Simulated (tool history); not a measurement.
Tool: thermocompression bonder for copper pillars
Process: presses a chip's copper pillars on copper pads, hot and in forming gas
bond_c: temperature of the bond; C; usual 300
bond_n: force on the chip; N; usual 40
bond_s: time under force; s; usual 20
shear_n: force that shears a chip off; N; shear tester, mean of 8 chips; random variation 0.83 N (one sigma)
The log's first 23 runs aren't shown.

run	day	bond_c	bond_n	bond_s	hours of work since the heater was calibrated	hours of work since the force cell was calibrated	hours of work since the gas filter was changed	shear_n
24	41.104	284	36	13	828	1310	309	46.5
25	42.804	273	33	13	855	1337	336	35.9
26	44.183	319	37	14	877	1359	358	73.7
# day 45.158: forming gas filter changed
27	46.3	314	30	19	910	1392	18	75.9
28	47.579	314	30	19	930	1412	38	73.7
29	49.225	299	59	21	956	1438	64	82.7
30	51.654	299	59	21	995	1477	103	82.5
31	53.971	299	59	21	1031	1513	139	80.9
32	56.079	299	59	21	1065	1547	173	80.4
33	58.112	299	59	21	1097	1579	205	79.3
34	60.046	315	46	20	1128	1610	236	83.8
35	61.9	315	46	20	1157	1639	265	80.9
36	63.729	300	44	24	1186	1668	294	73
37	65.542	311	48	20	1214	1697	323	80.8
38	67.5	311	48	20	1245	1728	354	77.2
# day 68.754: forming gas filter changed
39	69.271	311	48	20	1273	1755	8	85.4
# day 69.825: heater calibrated with a thermocouple chip
40	70.675	318	29	20	14	1776	29	82.8
41	72.946	309	42	19	49	1812	65	82.8

3 ways to go on from here, each from the tool as it stands after run 41. What would each give?
A	75.288	321	57	38	86	1849	102	?
B	75.288	319	45	20	86	1849	102	?
C	75.288	300	37	20	86	1849	102	?

run	shear_n
A	104.1
B	93.3
C	73.2
Without the tool's hidden state the same runs would have given:
run	shear_n
A	107.2
B	97
C	76.9

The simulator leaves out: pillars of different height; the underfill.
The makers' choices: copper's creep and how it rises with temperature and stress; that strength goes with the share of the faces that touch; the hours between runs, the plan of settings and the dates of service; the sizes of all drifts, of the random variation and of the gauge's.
